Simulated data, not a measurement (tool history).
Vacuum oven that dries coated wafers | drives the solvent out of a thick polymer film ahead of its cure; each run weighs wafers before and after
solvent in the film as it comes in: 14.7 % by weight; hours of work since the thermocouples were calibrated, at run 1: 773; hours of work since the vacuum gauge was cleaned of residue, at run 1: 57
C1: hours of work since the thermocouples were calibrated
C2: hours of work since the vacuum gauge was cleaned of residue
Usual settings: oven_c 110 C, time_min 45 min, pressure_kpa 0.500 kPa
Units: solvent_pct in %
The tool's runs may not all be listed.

run 1 day=0.000 | oven_c=110 time_min=45 pressure_kpa=0.500 | C1=773 C2=57 | solvent_pct=1.44
run 2 day=1.012 | oven_c=110 time_min=45 pressure_kpa=0.500 | C1=785 C2=70 | solvent_pct=1.33
run 3 day=2.229 | oven_c=110 time_min=45 pressure_kpa=0.500 | C1=800 C2=85 | solvent_pct=1.33
run 4 day=3.350 | oven_c=110 time_min=45 pressure_kpa=0.500 | C1=814 C2=98 | solvent_pct=1.39
run 5 day=4.021 | oven_c=110 time_min=45 pressure_kpa=0.500 | C1=822 C2=107 | solvent_pct=1.44
run 6 day=5.088 | oven_c=110 time_min=45 pressure_kpa=0.500 | C1=835 C2=120 | solvent_pct=1.33
run 7 day=6.354 | oven_c=110 time_min=45 pressure_kpa=0.500 | C1=850 C2=135 | solvent_pct=1.47
run 8 day=7.371 | oven_c=110 time_min=45 pressure_kpa=0.500 | C1=863 C2=148 | solvent_pct=1.38
run 9 day=8.492 | oven_c=110 time_min=45 pressure_kpa=0.500 | C1=877 C2=161 | solvent_pct=1.39
run 10 day=9.488 | oven_c=110 time_min=45 pressure_kpa=0.500 | C1=889 C2=173 | solvent_pct=1.34
run 11 day=10.296 | oven_c=110 time_min=45 pressure_kpa=0.500 | C1=899 C2=183 | solvent_pct=1.39
run 12 day=10.904 | oven_c=110 time_min=45 pressure_kpa=0.500 | C1=906 C2=191 | solvent_pct=1.36
run 13 day=11.721 | oven_c=110 time_min=45 pressure_kpa=0.500 | C1=916 C2=201 | solvent_pct=1.35
run 14 day=12.404 | oven_c=110 time_min=26 pressure_kpa=0.500 | C1=924 C2=209 | solvent_pct=2.74
run 15 day=13.067 | oven_c=95 time_min=26 pressure_kpa=0.500 | C1=933 C2=217 | solvent_pct=7.21
run 16 day=14.054 | oven_c=110 time_min=45 pressure_kpa=0.500 | C1=945 C2=229 | solvent_pct=1.38
run 17 day=14.692 | oven_c=110 time_min=45 pressure_kpa=0.500 | C1=952 C2=237 | solvent_pct=1.37
run 18 day=15.583 | oven_c=110 time_min=45 pressure_kpa=0.500 | C1=963 C2=248 | solvent_pct=1.44
run 19 day=16.117 | oven_c=110 time_min=45 pressure_kpa=0.500 | C1=970 C2=254 | solvent_pct=1.26
run 20 day=17.388 | oven_c=110 time_min=45 pressure_kpa=0.500 | C1=985 C2=270 | solvent_pct=1.33
run 21 day=18.104 | oven_c=110 time_min=45 pressure_kpa=0.500 | C1=994 C2=279 | solvent_pct=1.38
run 22 day=19.329 | oven_c=113 time_min=45 pressure_kpa=0.500 | C1=1009 C2=294 | solvent_pct=1.00
run 23 day=20.408 | oven_c=113 time_min=45 pressure_kpa=0.500 | C1=1022 C2=307 | solvent_pct=1.08
run 24 day=21.621 | oven_c=110 time_min=45 pressure_kpa=0.268 | C1=1037 C2=322 | solvent_pct=1.07
run 25 day=22.258 | oven_c=98 time_min=65 pressure_kpa=0.401 | C1=1045 C2=329 | solvent_pct=2.61
-- day=22.721 oven's thermocouples calibrated
run 26 day=23.496 | oven_c=98 time_min=34 pressure_kpa=0.263 | C1=9 C2=344 | solvent_pct=4.76
run 27 day=24.212 | oven_c=110 time_min=27 pressure_kpa=0.500 | C1=18 C2=352 | solvent_pct=2.71
run 28 day=24.767 | oven_c=110 time_min=27 pressure_kpa=0.500 | C1=25 C2=359 | solvent_pct=2.72
run 29 day=25.750 | oven_c=99 time_min=42 pressure_kpa=0.638 | C1=37 C2=371 | solvent_pct=4.37
run 30 day=26.621 | oven_c=99 time_min=42 pressure_kpa=0.638 | C1=48 C2=382 | solvent_pct=4.32
run 31 day=27.896 | oven_c=120 time_min=59 pressure_kpa=0.791 | C1=63 C2=397 | solvent_pct=0.83
run 32 day=28.933 | oven_c=120 time_min=59 pressure_kpa=0.791 | C1=76 C2=410 | solvent_pct=0.96
run 33 day=29.871 | oven_c=107 time_min=59 pressure_kpa=0.276 | C1=87 C2=422 | solvent_pct=0.96
run 34 day=31.004 | oven_c=112 time_min=59 pressure_kpa=0.291 | C1=101 C2=435 | solvent_pct=0.59
run 35 day=31.929 | oven_c=112 time_min=59 pressure_kpa=0.795 | C1=113 C2=447 | solvent_pct=1.38
run 36 day=32.850 | oven_c=119 time_min=25 pressure_kpa=1.897 | C1=124 C2=458 | solvent_pct=2.70
run 37 day=33.729 | oven_c=96 time_min=69 pressure_kpa=0.601 | C1=135 C2=469 | solvent_pct=3.45
run 38 day=34.733 | oven_c=108 time_min=52 pressure_kpa=0.821 | C1=147 C2=481 | solvent_pct=2.01
run 39 day=35.333 | oven_c=110 time_min=45 pressure_kpa=0.425 | C1=154 C2=488 | solvent_pct=1.27
run 40 day=36.350 | oven_c=120 time_min=45 pressure_kpa=0.500 | C1=167 C2=501 | solvent_pct=0.52
run 41 day=37.038 | oven_c=116 time_min=68 pressure_kpa=0.335 | C1=175 C2=509 | solvent_pct=0.39
run 42 day=38.225 | oven_c=111 time_min=45 pressure_kpa=0.441 | C1=190 C2=524 | solvent_pct=1.16
run 43 day=39.346 | oven_c=122 time_min=45 pressure_kpa=0.441 | C1=203 C2=537 | solvent_pct=0.52
run 44 day=39.983 | oven_c=122 time_min=72 pressure_kpa=0.995 | C1=211 C2=545 | solvent_pct=1.12
run 45 day=41.175 | oven_c=124 time_min=31 pressure_kpa=0.690 | C1=226 C2=560 | solvent_pct=0.79
run 46 day=41.971 | oven_c=95 time_min=31 pressure_kpa=0.818 | C1=235 C2=569 | solvent_pct=6.97
run 47 day=42.892 | oven_c=95 time_min=31 pressure_kpa=0.818 | C1=247 C2=581 | solvent_pct=6.88
run 48 day=44.167 | oven_c=95 time_min=31 pressure_kpa=0.818 | C1=262 C2=596 | solvent_pct=6.90

Forecast each of these 3 alternatives for the next run:
run A day=44.729 | oven_c=117 time_min=35 pressure_kpa=0.500 | C1=269 C2=603 | solvent_pct=?
run B day=44.729 | oven_c=95 time_min=34 pressure_kpa=1.807 | C1=269 C2=603 | solvent_pct=?
run C day=44.729 | oven_c=110 time_min=77 pressure_kpa=0.596 | C1=269 C2=603 | solvent_pct=?

run=A solvent_pct=0.89
run=B solvent_pct=8.42
run=C solvent_pct=1.03
Without the tool's hidden state the same runs would have given:
run=A solvent_pct=0.88
run=B solvent_pct=8.41
run=C solvent_pct=1.02
